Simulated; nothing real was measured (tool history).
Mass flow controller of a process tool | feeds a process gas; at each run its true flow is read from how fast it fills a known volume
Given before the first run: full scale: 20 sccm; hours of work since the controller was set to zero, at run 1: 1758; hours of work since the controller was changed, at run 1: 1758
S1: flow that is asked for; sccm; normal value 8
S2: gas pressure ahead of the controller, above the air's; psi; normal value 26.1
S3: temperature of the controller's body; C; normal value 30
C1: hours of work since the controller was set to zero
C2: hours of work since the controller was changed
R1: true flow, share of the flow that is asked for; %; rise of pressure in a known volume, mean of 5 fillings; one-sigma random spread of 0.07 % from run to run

run,hour,S1,S2,S3,C1,C2,R1
1,0,8,26.1,30,1758,1758,99.57
2,118.1,8,30.9,30,1805,1805,100.01
3,251.5,8,30.9,30,1859,1859,99.95
4,339.6,8,26.1,30,1894,1894,99.64
5,446.2,8,26.1,30,1937,1937,99.69
6,522.1,8,26.1,30,1967,1967,99.81
7,646,7,26.1,30,2017,2017,99.67
8,801,8,26.1,30,2079,2079,99.82
9,927.8,8,26.1,30,2130,2130,99.82
10,1052.5,8,26.1,30,2180,2180,99.76
11,1154,8,26.1,30,2220,2220,99.88
12,1302.6,8,26.1,30,2280,2280,99.78
13,1461.4,8,26.1,30,2343,2343,99.93
14,1620.5,8,26.1,30,2407,2407,99.87
15,1790.9,8,22.8,30,2475,2475,99.6
16,1932.5,8,22.8,30,2532,2532,99.68
17,2106.5,8,22.8,30,2602,2602,99.78
18,2186.4,8,22.8,30,2634,2634,99.83
19,2294.2,8,22.8,30,2677,2677,99.79
20,2455.1,8,33.9,30,2742,2742,100.26
21,2544.2,8,26.1,30,2777,2777,99.88
22,2676,8,26.1,30,2830,2830,100.14
23,2795.5,8,26.1,30,2878,2878,99.99
24,2965.4,8,39.6,30,2946,2946,100.76
25,3079.5,8,39.6,30,2992,2992,100.8
26,3184.1,8,26.8,30,3034,3034,100.05
27,3301.8,8,26.8,30,3081,3081,100.25
28,3471.7,3,21.2,27,3149,3149,100.22
29,3556.8,11,25.2,24,3183,3183,99.7
30,3669.8,5,38.4,27,3228,3228,100.65
31,3810.6,5,28.9,32,3285,3285,100.57
32,3983.9,5,30.7,40,3354,3354,101.48
33,4142.5,19,29.2,20,3418,3418,100.2
34,4219.4,8,28.1,31,3449,3449,100.59
35,4295.1,8,28.1,31,3479,3479,100.55
36,4415.9,8,23.1,35,3527,3527,100.57
37,4574.7,8,26.1,23,3591,3591,99.74
38,4671.3,8,26.1,23,3630,3630,99.65
39,4761.5,8,26.1,23,3666,3666,99.7
40,4925.9,8,26.1,23,3732,3732,99.6
41,5027.3,4,31.2,22,3772,3772,100.18
42,5187.3,8,26.1,22,3836,3836,99.68
43,5361,8,32.3,22,3906,3906,99.98
44,5497.2,4,22.2,25,3961,3961,100.23
45,5585.7,4,32.9,21,3996,3996,100.38
46,5702.1,4,32.9,21,4043,4043,100.43
47,5786,3,26.1,30,4076,4076,101.37
48,5933.3,2,39.5,25,4135,4135,102.72
49,6008.5,2,26.1,22,4165,4165,101.69

Below are 4 alternative next runs, each starting from the tool's condition after run 49. Predict each:
A,6173.9,2,25.1,22,4232,4232,?
B,6173.9,16,22.6,36,4232,4232,?
C,6173.9,2,26.5,25,4232,4232,?
D,6173.9,2,36.1,27,4232,4232,?

run,R1
A,101.83
B,101.4
C,102.07
D,102.91
Without the tool's hidden state the same runs would have given:
run,R1
A,97.42
B,100.19
C,97.67
D,98.5
